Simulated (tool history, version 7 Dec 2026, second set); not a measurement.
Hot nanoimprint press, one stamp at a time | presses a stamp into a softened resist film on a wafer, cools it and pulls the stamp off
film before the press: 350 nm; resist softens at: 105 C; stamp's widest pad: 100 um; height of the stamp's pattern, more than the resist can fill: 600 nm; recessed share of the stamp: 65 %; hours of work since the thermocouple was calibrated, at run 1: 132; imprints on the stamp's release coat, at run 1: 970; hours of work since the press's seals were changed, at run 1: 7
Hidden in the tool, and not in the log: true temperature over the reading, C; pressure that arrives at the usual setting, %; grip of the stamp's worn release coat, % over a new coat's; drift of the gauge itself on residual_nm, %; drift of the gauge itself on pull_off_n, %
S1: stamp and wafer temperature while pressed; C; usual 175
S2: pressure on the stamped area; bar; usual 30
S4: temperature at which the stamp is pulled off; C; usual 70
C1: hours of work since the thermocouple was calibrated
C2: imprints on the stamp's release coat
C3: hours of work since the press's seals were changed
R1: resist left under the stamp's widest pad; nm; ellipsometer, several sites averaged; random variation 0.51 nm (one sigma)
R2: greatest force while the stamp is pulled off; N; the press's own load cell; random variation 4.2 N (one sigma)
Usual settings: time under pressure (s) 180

run 1 hour=0 | S1=175 S2=30 time_under_pressure_(s)=180 S4=70 | C1=132 C2=970 C3=7 | R1=205.6 R2=200
run 2 hour=17.6 | S1=175 S2=30 time_under_pressure_(s)=180 S4=70 | C1=145 C2=1051 C3=20 | R1=206.8 R2=205
run 3 hour=28.9 | S1=175 S2=30 time_under_pressure_(s)=180 S4=70 | C1=154 C2=1102 C3=29 | R1=205.3 R2=209
run 4 hour=53.8 | S1=175 S2=30 time_under_pressure_(s)=180 S4=70 | C1=172 C2=1216 C3=47 | R1=206.2 R2=202
-- hour=68.4 stamp cleaned and given a new release coat
run 5 hour=82.6 | S1=175 S2=30 time_under_pressure_(s)=180 S4=70 | C1=189 C2=65 C3=64 | R1=206.2 R2=202
run 6 hour=103.2 | S1=175 S2=30 time_under_pressure_(s)=180 S4=73 | C1=204 C2=159 C3=79 | R1=207 R2=194
run 7 hour=121.6 | S1=175 S2=41.2 time_under_pressure_(s)=180 S4=73 | C1=218 C2=243 C3=93 | R1=174.6 R2=195
run 8 hour=138.2 | S1=175 S2=41.2 time_under_pressure_(s)=180 S4=73 | C1=230 C2=319 C3=105 | R1=175.9 R2=187
run 9 hour=152.9 | S1=175 S2=30 time_under_pressure_(s)=180 S4=70 | C1=241 C2=386 C3=116 | R1=207.1 R2=205
run 10 hour=164.7 | S1=175 S2=30 time_under_pressure_(s)=180 S4=70 | C1=250 C2=440 C3=125 | R1=207.7 R2=197
run 11 hour=179.6 | S1=175 S2=30 time_under_pressure_(s)=180 S4=70 | C1=261 C2=508 C3=136 | R1=207.1 R2=204
run 12 hour=202.9 | S1=175 S2=30 time_under_pressure_(s)=180 S4=70 | C1=278 C2=614 C3=153 | R1=208.3 R2=202
run 13 hour=224.3 | S1=175 S2=30 time_under_pressure_(s)=180 S4=70 | C1=294 C2=711 C3=169 | R1=207.7 R2=207
run 14 hour=247.8 | S1=175 S2=30 time_under_pressure_(s)=180 S4=70 | C1=312 C2=819 C3=186 | R1=207.2 R2=205
run 15 hour=259.5 | S1=170 S2=28.8 time_under_pressure_(s)=180 S4=70 | C1=320 C2=872 C3=195 | R1=233.6 R2=196
run 16 hour=282.7 | S1=170 S2=28.8 time_under_pressure_(s)=180 S4=70 | C1=337 C2=978 C3=212 | R1=234.8 R2=200
run 17 hour=307.1 | S1=170 S2=28.8 time_under_pressure_(s)=180 S4=70 | C1=355 C2=1090 C3=230 | R1=234.6 R2=199
run 18 hour=321.8 | S1=165 S2=42.2 time_under_pressure_(s)=180 S4=64 | C1=366 C2=1156 C3=241 | R1=219.8 R2=230
run 19 hour=342.2 | S1=175 S2=33.9 time_under_pressure_(s)=164 S4=64 | C1=381 C2=1250 C3=256 | R1=201.2 R2=231
-- hour=349.5 stamp cleaned and given a new release coat
run 20 hour=366.3 | S1=173 S2=39 time_under_pressure_(s)=96 S4=64 | C1=395 C2=77 C3=270 | R1=227.1 R2=233
run 21 hour=386.2 | S1=176 S2=44.5 time_under_pressure_(s)=180 S4=63 | C1=410 C2=168 C3=284 | R1=164.6 R2=237

Forecast each of these 3 alternatives for the next run:
run A hour=397.4 | S1=176 S2=44.5 time_under_pressure_(s)=314 S4=63 | C1=418 C2=219 C3=293 | R1=? R2=?
run B hour=397.4 | S1=176 S2=44.5 time_under_pressure_(s)=143 S4=63 | C1=418 C2=219 C3=293 | R1=? R2=?
run C hour=397.4 | S1=176 S2=47.8 time_under_pressure_(s)=180 S4=62 | C1=418 C2=219 C3=293 | R1=? R2=?

run=A R1=138.1 R2=226
run=B R1=177.2 R2=224
run=C R1=158.8 R2=238
Without the tool's hidden state the same runs would have given:
run=A R1=136.2 R2=226
run=B R1=174.8 R2=224
run=C R1=156.7 R2=237
